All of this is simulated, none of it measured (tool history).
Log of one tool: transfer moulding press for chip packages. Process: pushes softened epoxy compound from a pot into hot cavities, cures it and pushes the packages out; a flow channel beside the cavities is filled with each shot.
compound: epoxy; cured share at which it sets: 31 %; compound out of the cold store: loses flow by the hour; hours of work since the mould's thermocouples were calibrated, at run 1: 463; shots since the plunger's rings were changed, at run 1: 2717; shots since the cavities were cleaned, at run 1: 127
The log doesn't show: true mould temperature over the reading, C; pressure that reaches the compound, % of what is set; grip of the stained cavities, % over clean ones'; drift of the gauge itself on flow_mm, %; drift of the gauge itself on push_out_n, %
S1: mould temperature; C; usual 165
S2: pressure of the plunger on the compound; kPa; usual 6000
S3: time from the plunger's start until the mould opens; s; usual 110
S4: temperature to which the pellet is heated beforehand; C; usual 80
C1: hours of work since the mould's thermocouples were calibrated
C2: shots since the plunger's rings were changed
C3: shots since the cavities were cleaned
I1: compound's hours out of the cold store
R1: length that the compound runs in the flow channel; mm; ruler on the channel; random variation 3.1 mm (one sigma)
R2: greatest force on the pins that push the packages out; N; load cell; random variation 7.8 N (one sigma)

run   hour   S1    S2   S3  S4   C1    C2   C3    I1   R1   R2
  1      0  165  6000  110  80  463  2717  127  45.2  504  319
  2   18.8  165  6000  110  80  472  2868  278  40.1  516  327
  3   31.6  165  6000  110  80  479  2971  381  22.1  559  337
      39.5  -- cavities cleaned with cleaning compound and waxed
  4   52.6  165  6000  110  80  489  3129  106    42  506  319
  5   63.6  165  6000  110  82  495  3217  194  31.4  539  333
  6   73.8  165  6000  110  82  500  3299  276  40.7  511  330
  7     89  165  6000  110  82  508  3422  399  36.7  524  342
      95.5  -- cavities cleaned with cleaning compound and waxed
  8  107.6  165  6000  110  82  517  3560   97  10.5  588  350
  9  129.6  165  6000  110  80  529  3737  274  38.9  514  332
 10    142  165  6000  110  80  535  3837  374    21  558  348
       152  -- cavities cleaned with cleaning compound and waxed
 11    156  165  6000  110  80  542  3938   32  38.2  517  312
 12  175.8  165  6000  110  80  552  4097  191  47.4  499  321
 13    197  162  6000  110  71  563  4268  362  22.7  562  428
     207.3  -- cavities cleaned with cleaning compound and waxed
 14  211.8  162  6000  110  71  570  4376   37    42  516  396
 15    225  162  6000  110  71  577  4482  143  30.5  542  403
 16  237.2  163  6000  110  86  583  4580  241  46.5  504  350
 17  247.8  163  6420  110  86  589  4666  327  25.7  575  370
     262.4  -- cavities cleaned with cleaning compound and waxed
 18    271  163  5250  141  86  600  4841   69   9.4  558  267
     290.9  -- plunger's sealing rings changed
 19  295.3  163  5250  141  86  611    35  245  31.5  503  275
 20    310  163  5250  141  86  619   154  364  28.5  510  273
     320.8  -- cavities cleaned with cleaning compound and waxed
 21  322.3  163  5380   91  86  625   241   13  33.4  508  535
 22    332  165  5330  129  80  630   318   90  42.6  477  281
 23    342  165  5330  129  80  635   399  171  33.4  501  268
 24    358  165  5330  129  80  643   528  300  45.6  474  267

3 ways to go on from here, each from the tool as it stands after run 24. What would each give?
  A   373  159  5330  129  80  651  649  421  42.5   ?   ?
  B   373  165  6000  126  78  651  649  421  11.9   ?   ?
  C   373  170  5330  129  82  651  649  421  29.1   ?   ?

run   R1   R2
  A  494  367
  B  587  294
  C  499  254
Without the tool's hidden state the same runs would have given:
run   R1   R2
  A  494  363
  B  587  290
  C  500  250
